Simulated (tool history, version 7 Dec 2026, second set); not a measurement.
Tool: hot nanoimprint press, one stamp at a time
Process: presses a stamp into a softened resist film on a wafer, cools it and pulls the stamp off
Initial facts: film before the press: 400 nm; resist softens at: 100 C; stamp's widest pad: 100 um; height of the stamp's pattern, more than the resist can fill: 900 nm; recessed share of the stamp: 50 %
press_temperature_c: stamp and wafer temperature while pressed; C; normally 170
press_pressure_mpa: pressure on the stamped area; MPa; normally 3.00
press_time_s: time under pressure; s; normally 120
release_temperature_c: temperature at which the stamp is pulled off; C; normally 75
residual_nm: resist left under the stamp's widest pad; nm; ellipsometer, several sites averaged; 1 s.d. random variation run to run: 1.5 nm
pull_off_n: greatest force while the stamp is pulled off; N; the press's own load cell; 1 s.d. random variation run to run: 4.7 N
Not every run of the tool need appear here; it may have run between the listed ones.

run,hour,press_temperature_c,press_pressure_mpa,press_time_s,release_temperature_c,residual_nm,pull_off_n
1,0.0,170,3.00,120,75,231.8,223
2,57.4,170,3.00,120,75,235.8,222
3,108.5,170,3.00,120,75,233.1,231
# hour 119.9: stamp cleaned and given a new release coat
4,149.0,170,3.00,120,75,238.4,223
# hour 156.9: plate thermocouple calibrated
5,195.7,170,3.00,120,75,235.7,224
6,234.2,170,4.42,120,75,206.2,230
7,276.1,170,4.42,120,75,203.4,227
8,324.7,170,4.42,120,75,203.7,235
9,377.4,170,4.42,120,75,204.5,239
10,403.7,170,4.08,120,75,211.3,232
11,442.4,170,3.00,120,75,236.8,233
12,470.2,170,3.00,120,64,233.5,254
13,504.5,170,3.00,120,64,235.6,263
14,549.3,170,3.00,120,64,234.2,266
15,580.0,170,3.00,120,64,233.4,266
16,613.1,176,3.00,166,75,158.0,232
17,646.0,176,4.67,140,82,141.0,213
# hour 657.4: stamp cleaned and given a new release coat
18,705.3,176,4.67,182,81,122.6,215
19,745.0,170,4.11,120,62,208.5,269
20,795.7,159,2.70,108,68,344.0,243
21,843.2,171,2.70,112,63,238.4,264
22,882.2,171,2.70,112,63,240.1,277
23,925.1,171,2.70,112,63,241.3,253
24,971.4,176,3.02,89,65,200.8,269
25,1009.7,176,4.78,119,65,149.7,260
26,1054.7,162,3.00,120,79,311.3,222
# hour 1075.8: plate thermocouple calibrated
27,1086.4,170,2.25,120,77,256.4,224
28,1120.0,158,1.88,120,75,362.5,247

Forecast each of these 4 alternatives for the next run:
A,1143.2,158,3.38,65,75,?,?
B,1143.2,159,3.89,120,62,?,?
C,1143.2,170,3.00,67,75,?,?
D,1143.2,170,3.00,77,71,?,?

run,residual_nm,pull_off_n
A,360.0,226
B,322.9,261
C,277.8,244
D,268.1,240
Without the tool's hidden state the same runs would have given:
run,residual_nm,pull_off_n
A,359.9,223
B,322.7,258
C,277.6,240
D,267.9,236

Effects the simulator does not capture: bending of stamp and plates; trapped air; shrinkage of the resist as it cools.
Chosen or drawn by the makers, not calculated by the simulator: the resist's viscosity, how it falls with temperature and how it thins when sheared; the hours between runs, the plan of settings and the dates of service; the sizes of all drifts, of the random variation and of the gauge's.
